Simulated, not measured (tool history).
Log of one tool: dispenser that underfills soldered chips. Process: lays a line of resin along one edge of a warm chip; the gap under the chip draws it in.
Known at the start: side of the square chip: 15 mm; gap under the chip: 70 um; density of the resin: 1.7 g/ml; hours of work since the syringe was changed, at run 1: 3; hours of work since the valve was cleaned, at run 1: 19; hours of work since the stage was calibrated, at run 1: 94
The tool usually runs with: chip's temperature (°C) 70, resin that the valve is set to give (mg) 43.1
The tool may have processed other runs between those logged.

run	hour	chip's temperature (°C)	resin that the valve is set to give (mg)	hours of work since the syringe was changed	hours of work since the valve was cleaned	hours of work since the stage was calibrated	time until the resin shows at the far edge (s)	resin that the valve gave (mg)
1	0	70	43.1	3	19	94	142	43.09
2	3.5	70	43.2	5	21	96	162.8	42.71
# hour 5.7: new syringe of resin
3	8	70	43.2	1	24	99	130	42.89
4	9.9	70	43.2	3	25	100	140.1	42.84
5	13.6	84	43.2	5	27	103	101.8	42.79
# hour 16.3: new syringe of resin
6	17.5	84	43.2	1	29	105	80.5	42.52
7	20.1	84	43.2	2	31	106	89.8	42.83
8	23.4	85	43.1	5	33	109	98.2	42.49
# hour 26.6: new syringe of resin
9	26.6	85	43.1	0	35	110	75.4	42.48
10	30.6	85	43.1	3	37	113	86.4	42.34
11	34.7	75	43.1	5	40	115	138.6	42.42
# hour 37.2: new syringe of resin
12	38.7	70	43.1	1	42	118	125.3	42.19
13	42.2	64	43.1	3	44	120	179.8	42.22
14	44.8	70	43.1	5	46	122	158.9	42.42
# hour 47.6: new syringe of resin
15	49	70	37.2	1	49	124	130.5	36.46
16	51.8	70	38.8	3	50	126	143.1	37.83
17	56.4	70	38.8	6	53	129	172.6	37.77
# hour 58.1: new syringe of resin
18	58.9	70	38.8	1	55	130	126.1	37.47
19	62.5	73	48	3	57	132	130.7	46.7
20	66.4	78	54.4	5	59	135	128.8	52.96
# hour 68.6: new syringe of resin
21	71	56	41.1	2	62	137	219.9	40.23
22	73.3	60	44.1	3	63	139	206.9	42.8
23	77.9	60	44.1	6	66	142	248.5	42.53
# hour 79.3: new syringe of resin
24	80.3	60	44.1	1	68	143	180.1	42.86
25	82.7	70	44.6	2	69	145	138.6	43.2
26	85.3	85	43.1	4	71	146	94.3	41.76
27	88.2	85	43.1	6	73	148	104.5	41.84
# hour 89.9: new syringe of resin
28	92.3	68	43.1	1	75	150	143.2	41.7
29	95.3	72	42.5	3	77	152	144.9	41.27
30	98.8	72	42.5	6	79	155	161.1	40.69
# hour 100.4: new syringe of resin
31	102.7	82	46.2	1	81	157	90.3	44.49
32	106.5	82	46.2	4	84	159	104.1	44.5
33	109	67	38.8	5	85	161	189.8	37.16
# hour 110.9: new syringe of resin
34	113	57	37.5	1	88	163	214.2	35.9
35	117.5	57	37.5	4	90	166	256.1	35.71
36	120.4	74	39.8	6	92	168	154.2	38.07

Hidden state or all else? Some run-to-run changes of time until the resin shows at the far edge (s), split into what the settings, what came in and random variation would give without the hidden state, and what is left for the hidden state (with any gauge scatter that isn't in both results):
The hidden state here: resin's viscosity, % of fresh resin's; dose that the valve gives, % of what is set; true chip temperature over the reading, C; drift of the gauge itself on fill_s, %; drift of the gauge itself on given_mg, %.
Run 17 -> 18: new syringe of resin. time until the resin shows at the far edge (s) -46.5: hidden state -44.2, all else -2.3.
Run 20 -> 21: chip's temperature (°C) 78 -> 56, resin that the valve is set to give (mg) 54.4 -> 41.1, new syringe of resin. time until the resin shows at the far edge (s) +91.1: hidden state -11.2, all else +102.3.
Run 23 -> 24: new syringe of resin. time until the resin shows at the far edge (s) -68.4: hidden state -67.3, all else -1.1.
Run 32 -> 33: chip's temperature (°C) 82 -> 67, resin that the valve is set to give (mg) 46.2 -> 38.8. time until the resin shows at the far edge (s) +85.7: hidden state +34.7, all else +51.
Run 34 -> 35: no setting changed, nothing entered. time until the resin shows at the far edge (s) +41.9: hidden state +41.3, all else +0.6.
Run 35 -> 36: chip's temperature (°C) 57 -> 74, resin that the valve is set to give (mg) 37.5 -> 39.8. time until the resin shows at the far edge (s) -101.9: hidden state -15.4, all else -86.5.

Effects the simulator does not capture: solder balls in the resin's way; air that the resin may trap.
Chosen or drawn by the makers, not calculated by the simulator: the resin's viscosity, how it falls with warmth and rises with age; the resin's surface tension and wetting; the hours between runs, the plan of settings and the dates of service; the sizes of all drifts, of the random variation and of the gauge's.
